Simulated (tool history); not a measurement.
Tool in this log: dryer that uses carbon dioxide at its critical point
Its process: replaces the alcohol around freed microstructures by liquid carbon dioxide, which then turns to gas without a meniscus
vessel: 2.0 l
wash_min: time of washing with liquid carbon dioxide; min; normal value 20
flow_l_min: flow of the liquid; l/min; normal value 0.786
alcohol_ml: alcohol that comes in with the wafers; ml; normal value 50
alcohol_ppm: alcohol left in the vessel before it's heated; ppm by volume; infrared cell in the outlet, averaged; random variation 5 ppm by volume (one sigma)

run   hour  wash_min  flow_l_min  alcohol_ml  alcohol_ppm
  1      0        20       0.786          50          123
  2   14.4        20       0.786          50          121
  3   31.9        20       0.786          50          135
  4     51        20       0.786          50          137
  5   63.9        20       0.786          50          131
  6   83.4        20       0.786          69          150
  7   94.6        20       0.786          69          171
  8  105.9        15       0.786          50          321
  9  123.2        15       0.786          50          323
     141.4  -- inlet filter changed
 10  145.1        15       0.786          50          219
 11  161.8        15       0.786          50          212
 12  170.6        20       0.786          50          130
 13  181.8        20       0.786          50          122
 14  202.7        20       0.786          50          125
 15  222.2        20       0.786          66          148
 16  231.7        20       0.786          37          129
 17  246.4        20       0.786          37          130
 18  266.2        20       0.786          37          127
 19  282.8        20       0.786          50          144
 20  292.6        20       0.786          50          150
 21  307.5        20       0.786          50          146
 22  326.4        20       0.786          50          155
 23  346.8        20       0.786          50          149
 24    362        16       0.737          75          353
 25  377.2        20       0.786          43          162
 26  391.7        17        0.48          43          854
 27  404.2        19       0.719          30          184
     427.3  -- purifier's bed changed
 28  427.5        19       1.172          30            0
 29  441.5        24       1.172          30           10
 30  457.1        24       1.172          30           14
 31    466        24       1.172          30           10
 32  478.1        13       1.216          72           50
 33  495.8        13       0.853          72          312
 34  513.8        27       0.853          72           15
 35  532.8        22       1.231          51           26
 36  548.8        22       1.231          51           17
 37  560.2        20       1.084         107           32
 38  580.9        21       1.084          30           19
 39  593.3        20       0.695          79          137
 40  602.3        20       0.649          50          133
 41  619.6        29       0.741          33           44
 42  628.8        13       0.626          22          416
 43  638.6        31       1.326          50           41
 44  656.2        17       0.501          77         1286
 45  669.7        17       0.501          77         1265
 46  686.5        28       1.119          34           39

Alternative continuations, all from the tool just after run 46; predict every row:
  A  696.1        21       0.752          22            ?
  B  696.1        28       0.575          34            ?
  C  696.1        16       1.116          50            ?
  D  696.1        20       0.553          27            ?

run  alcohol_ppm
  A           55
  B           72
  C           57
  D          198
Stripped of hidden state, with their random variation kept, the same runs would have yielded:
run  alcohol_ppm
  A            8
  B           22
  C           10
  D          110

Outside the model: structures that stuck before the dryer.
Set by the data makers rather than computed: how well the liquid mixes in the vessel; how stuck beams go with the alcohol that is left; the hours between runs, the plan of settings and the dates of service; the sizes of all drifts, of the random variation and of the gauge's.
